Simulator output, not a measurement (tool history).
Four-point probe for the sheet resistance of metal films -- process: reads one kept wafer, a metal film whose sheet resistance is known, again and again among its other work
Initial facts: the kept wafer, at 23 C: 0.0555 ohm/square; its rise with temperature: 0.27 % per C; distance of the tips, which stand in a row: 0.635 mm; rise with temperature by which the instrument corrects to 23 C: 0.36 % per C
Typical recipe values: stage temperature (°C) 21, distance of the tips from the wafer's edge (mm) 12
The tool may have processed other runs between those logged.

run   hour  stage temperature (°C)  distance of the tips from the wafer's edge (mm)  sheet resistance as the instrument gives it (ohm/square)
  1    0.0                      21                                               12                                                  0.056155
  2   27.7                      35                                               12                                                  0.055505
  3   78.6                      35                                               12                                                  0.055513
  4  109.3                      22                                               12                                                  0.056151
  5  143.3                      22                                               12                                                  0.056139
  6  192.9                      22                                               12                                                  0.056152
  7  224.2                      22                                               12                                                  0.056172
  8  260.1                      22                                               12                                                  0.056163
  9  294.0                      22                                                9                                                  0.056253
 10  325.0                      22                                                6                                                  0.056434
 11  358.2                      18                                               34                                                  0.056329
 12  396.1                      21                                                9                                                  0.056312
 13  425.2                      21                                                3                                                  0.057524
 14  452.1                      21                                                3                                                  0.057518
 15  488.1                      21                                                3                                                  0.057502
 16  527.5                      21                                                8                                                  0.056399

Below, each run's measurement less what the same run would have read without the hidden state. Both values contain the same run-to-run variation, but the gauge's scatter may not be the same in both:
What the log doesn't record here: inner tips' distance over the nominal, %; tips' flats over new ones', %; wafer's true temperature over the reading, C; drift of the gauge itself on sheet_ohm, %.
run  sheet resistance as the instrument gives it (ohm/square)
  1                                                 +0.000483
  2                                                 +0.000483
  3                                                 +0.000495
  4                                                 +0.000508
  5                                                 +0.000516
  6                                                 +0.000528
  7                                                 +0.000536
  8                                                 +0.000543
  9                                                 +0.000553
 10                                                 +0.000560
 11                                                 +0.000568
 12                                                 +0.000577
 13                                                 +0.000595
 14                                                 +0.000602
 15                                                 +0.000609
 16                                                 +0.000608
